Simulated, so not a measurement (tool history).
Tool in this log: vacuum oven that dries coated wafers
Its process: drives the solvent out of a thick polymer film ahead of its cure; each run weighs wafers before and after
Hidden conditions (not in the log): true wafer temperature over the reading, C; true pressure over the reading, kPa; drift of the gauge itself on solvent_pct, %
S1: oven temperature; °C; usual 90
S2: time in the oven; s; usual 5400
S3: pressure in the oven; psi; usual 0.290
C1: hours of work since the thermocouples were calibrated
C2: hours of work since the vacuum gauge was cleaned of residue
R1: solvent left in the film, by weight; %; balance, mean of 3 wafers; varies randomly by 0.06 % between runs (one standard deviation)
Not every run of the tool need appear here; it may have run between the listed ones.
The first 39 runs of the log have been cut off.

run,hour,S1,S2,S3,C1,C2,R1
40,420.4,90,5520,0.290,830,223,3.76
41,427.4,99,3480,1.121,833,227,5.57
42,436.4,99,3480,1.121,838,231,5.46
43,449.9,78,3480,1.121,845,238,11.20
44,457.7,87,5100,0.647,849,242,5.92
45,470.8,99,5400,0.389,855,249,2.24
46,481.3,98,3420,0.290,860,254,3.81
47,494.7,98,4560,0.290,867,261,2.73
48,501.3,89,5400,0.915,870,264,6.09

Each row is a separate what-if for the run after 48, all from the same tool condition, not one after another. Results?
A,508.2,90,5820,0.290,874,268,?
B,508.2,90,3420,0.915,874,268,?
C,508.2,79,5400,0.480,874,268,?

run,R1
A,3.41
B,7.41
C,7.12
Had the tool no hidden state, the same runs would have come out as:
run,R1
A,3.10
B,7.01
C,6.71
